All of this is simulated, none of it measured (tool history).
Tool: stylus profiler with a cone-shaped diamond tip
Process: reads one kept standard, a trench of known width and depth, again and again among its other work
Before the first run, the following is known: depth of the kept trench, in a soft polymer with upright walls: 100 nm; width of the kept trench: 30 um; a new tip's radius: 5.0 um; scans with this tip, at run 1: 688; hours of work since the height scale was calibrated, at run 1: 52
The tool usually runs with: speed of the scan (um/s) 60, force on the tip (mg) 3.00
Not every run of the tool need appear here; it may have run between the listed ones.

run    day  speed of the scan (um/s)  force on the tip (mg)  scans with this tip  hours of work since the height scale was calibrated  depth of the trench (Å)  width of the trench's floor (µm)
  1  0.000                        60                   3.00                  688                                                   52                   1006.0                             27.64
  2  0.596                        60                   3.00                  777                                                   59                   1005.5                             27.70
  3  0.975                        60                   3.00                  834                                                   63                   1005.4                             27.66
  4  1.304                        60                   3.00                  883                                                   67                   1005.5                             27.58
  5  1.796                        60                   3.23                  956                                                   72                   1007.4                             27.67
  6  2.329                        60                   3.23                 1037                                                   79                   1006.2                             27.68
  7  2.988                        60                   1.51                 1135                                                   86                   1004.7                             27.47
  8  3.696                        60                   3.00                 1241                                                   94                   1005.6                             27.65
  9  4.262                        46                   4.16                 1326                                                  100                   1007.8                             27.71
 10  4.629                       219                   6.27                 1380                                                  105                   1009.8                             27.16
 11  5.033                        63                   3.08                 1440                                                  109                   1006.2                             27.63
 12  5.483                        27                   1.87                 1508                                                  114                   1003.9                             27.75
 13  5.808                        45                   8.09                 1556                                                  118                   1011.2                             27.76
 14  6.225                        45                   1.35                 1618                                                  123                   1002.9                             27.57
 15  6.633                       105                   1.35                 1679                                                  127                   1003.5                             27.14

Below are 4 alternative next runs, each starting from the tool's condition after run 15. Predict each:
  A  7.038                       175                   1.13                 1740                                                  132                        ?                                 ?
  B  7.038                        71                   2.34                 1740                                                  132                        ?                                 ?
  C  7.038                        26                   4.18                 1740                                                  132                        ?                                 ?
  D  7.038                       109                   3.37                 1740                                                  132                        ?                                 ?

run  depth of the trench (Å)  width of the trench's floor (µm)
  A                   1003.1                             26.55
  B                   1004.9                             27.45
  C                   1008.0                             27.78
  D                   1006.4                             27.43
Without the tool's unlogged condition, the same runs would have read:
run  depth of the trench (Å)  width of the trench's floor (µm)
  A                   1003.1                             26.68
  B                   1004.8                             27.59
  C                   1008.0                             27.92
  D                   1006.4                             27.56

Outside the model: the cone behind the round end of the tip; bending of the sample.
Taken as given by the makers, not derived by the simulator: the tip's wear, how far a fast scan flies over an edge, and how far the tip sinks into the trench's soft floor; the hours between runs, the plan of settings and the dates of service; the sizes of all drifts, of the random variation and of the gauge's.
